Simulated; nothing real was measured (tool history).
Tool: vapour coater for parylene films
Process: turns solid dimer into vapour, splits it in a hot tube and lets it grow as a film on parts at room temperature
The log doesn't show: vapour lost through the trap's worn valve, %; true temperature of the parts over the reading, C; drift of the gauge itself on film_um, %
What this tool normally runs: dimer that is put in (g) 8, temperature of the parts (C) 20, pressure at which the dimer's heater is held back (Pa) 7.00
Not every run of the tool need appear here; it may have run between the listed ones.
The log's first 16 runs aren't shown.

run,hour,dimer that is put in (g),temperature of the parts (C),pressure at which the dimer's heater is held back (Pa),hours of work since the trap's valve was overhauled,hours of work since the table's thermometer was calibrated,thickness of the film (nm)
17,779.1,9,20,7.00,213,590,1930
18,853.5,10,20,7.00,247,624,2160
19,916.9,11,13,7.00,276,653,2690
20,951.8,11,13,7.00,292,669,2670
21,1022.8,11,13,7.00,325,701,2670
22,1089.9,11,13,7.00,355,732,2690
23,1163.4,12,16,7.00,389,766,2720
24,1227.4,12,16,7.00,418,795,2710
25,1297.0,12,16,7.00,450,827,2730
26,1329.2,11,16,7.34,465,842,2450
27,1407.7,11,18,2.32,501,877,2850
28,1440.7,11,18,3.02,516,893,2700
29,1490.6,11,18,3.02,539,915,2690
30,1563.3,4,18,3.02,572,949,1000
31,1614.1,4,18,3.02,595,972,990

Expected results for the next run?
32,1664.0,5,18,3.02,618,995,?

Run 32 gave thickness of the film (nm) 1200.
Take away the tool's hidden state, keep the run-to-run variation as it was, and the same run would have given thickness of the film (nm) 1290.

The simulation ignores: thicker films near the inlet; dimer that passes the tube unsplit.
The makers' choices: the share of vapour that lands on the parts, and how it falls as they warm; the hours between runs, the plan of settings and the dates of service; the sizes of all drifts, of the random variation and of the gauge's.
